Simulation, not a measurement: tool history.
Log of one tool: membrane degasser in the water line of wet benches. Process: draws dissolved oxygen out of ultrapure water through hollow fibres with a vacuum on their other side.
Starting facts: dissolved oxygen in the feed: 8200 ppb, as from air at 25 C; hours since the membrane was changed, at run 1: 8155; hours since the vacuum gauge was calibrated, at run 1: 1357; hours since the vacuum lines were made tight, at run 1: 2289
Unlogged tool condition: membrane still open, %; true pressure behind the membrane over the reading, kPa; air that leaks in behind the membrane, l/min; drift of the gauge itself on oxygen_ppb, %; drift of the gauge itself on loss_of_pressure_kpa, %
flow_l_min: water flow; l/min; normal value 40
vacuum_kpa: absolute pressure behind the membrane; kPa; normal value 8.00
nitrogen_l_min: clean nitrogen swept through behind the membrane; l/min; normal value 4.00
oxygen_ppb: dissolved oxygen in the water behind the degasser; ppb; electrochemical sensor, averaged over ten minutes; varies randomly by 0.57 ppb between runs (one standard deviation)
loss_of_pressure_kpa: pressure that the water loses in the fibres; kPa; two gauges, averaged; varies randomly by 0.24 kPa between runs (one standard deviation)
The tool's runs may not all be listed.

run,hour,flow_l_min,vacuum_kpa,nitrogen_l_min,hours since the membrane was changed,hours since the vacuum gauge was calibrated,hours since the vacuum lines were made tight,oxygen_ppb,loss_of_pressure_kpa
1,0.0,40,8.00,4.00,8155,1357,2289,115.4,61.76
2,261.8,40,8.00,4.00,8416,1619,2551,115.7,61.48
3,517.0,40,8.00,4.00,8672,1874,2806,114.8,61.82
4,844.6,40,8.00,11.96,8999,2202,3134,42.9,61.50
5,1184.5,40,8.00,11.96,9339,2542,3474,43.3,61.40
6,1451.6,40,8.00,11.96,9606,2809,3741,42.7,61.28
7,1740.2,40,8.00,11.96,9895,3097,4029,42.6,61.83
8,1937.6,40,8.00,11.96,10092,3295,4227,42.8,61.54
9,2245.4,40,8.00,11.96,10400,3603,4535,43.4,61.81
# hour 2290.3: seals of the vacuum lines changed
10,2547.9,40,8.00,10.04,10700,3903,258,50.6,61.76
11,2839.1,40,8.00,10.04,10992,4194,549,50.7,61.27
12,3121.2,32,8.00,4.00,11274,4476,831,92.8,49.50
13,3319.9,32,8.00,4.00,11472,4675,1030,92.3,49.19
# hour 3384.1: vacuum gauge calibrated
14,3589.2,32,8.00,4.00,11741,205,1298,93.8,49.30
15,3880.0,53,8.00,4.00,12032,496,1589,161.2,82.00
16,4227.7,53,6.30,2.43,12380,844,1937,161.7,81.45
17,4377.8,60,6.30,9.00,12530,994,2087,74.2,92.49
18,4654.2,29,5.04,2.20,12806,1270,2363,57.2,44.61
# hour 4677.2: membrane cartridge changed
19,5003.7,29,10.29,7.86,327,1616,2709,65.2,44.11
20,5149.6,46,13.98,5.85,472,1761,2855,209.3,70.88
21,5381.2,46,8.16,10.56,704,1993,3086,60.7,70.98
22,5730.3,53,8.51,8.66,1053,2342,3435,93.3,81.84
23,6063.1,49,6.98,2.84,1386,2675,3768,159.4,75.30
# hour 6348.0: gauge calibrated
24,6403.3,37,17.28,4.00,1726,3015,4109,302.5,57.24
25,6655.6,40,10.38,4.74,1978,3267,4361,146.5,61.03
26,6819.5,31,10.38,2.99,2142,3431,4525,173.4,47.56
# hour 6882.2: seals of the vacuum lines changed
27,7088.4,43,8.00,8.90,2409,3698,206,60.8,65.66
28,7424.9,40,8.00,6.84,2746,4035,543,71.1,61.38
29,7750.7,50,6.80,4.21,3072,4361,869,109.9,76.68
30,7986.9,31,8.38,4.00,3308,4597,1105,96.7,47.57

Hidden condition of the tool, last listed run before each entry between runs versus first listed run after:
In the gap between runs 9 and 10: seals of the vacuum lines changed (hour 2290.3)
  air that leaks in behind the membrane, l/min: 0.0022 -> 0.002; drift of the gauge itself on oxygen_ppb, %: 0.88 -> 1
  difference, measured minus the result without the unlogged condition, oxygen_ppb: +0.5 -> +0.6 ppb
In the gap between runs 13 and 14: vacuum gauge calibrated (hour 3384.1)
  drift of the gauge itself on oxygen_ppb, %: 1.3 -> 1.41
  difference, measured minus the result without the unlogged condition, oxygen_ppb: +1.2 -> +1.4 ppb
In the gap between runs 18 and 19: membrane cartridge changed (hour 4677.2)
  membrane still open, %: 99.8 -> 100; drift of the gauge itself on oxygen_ppb, %: 1.83 -> 1.96
  difference, measured minus the result without the unlogged condition, oxygen_ppb: +1.1 -> +1.3 ppb
In the gap between runs 23 and 24: gauge calibrated (hour 6348.0)
  drift of the gauge itself on oxygen_ppb, %: 2.38 -> 0.02
  difference, measured minus the result without the unlogged condition, oxygen_ppb: +3.7 -> +0.1 ppb
In the gap between runs 26 and 27: seals of the vacuum lines changed (hour 6882.2)
  air that leaks in behind the membrane, l/min: 0.0022 -> 0.002; drift of the gauge itself on oxygen_ppb, %: 0.19 -> 0.29
  difference, measured minus the result without the unlogged condition, oxygen_ppb: +0.4 -> +0.2 ppb
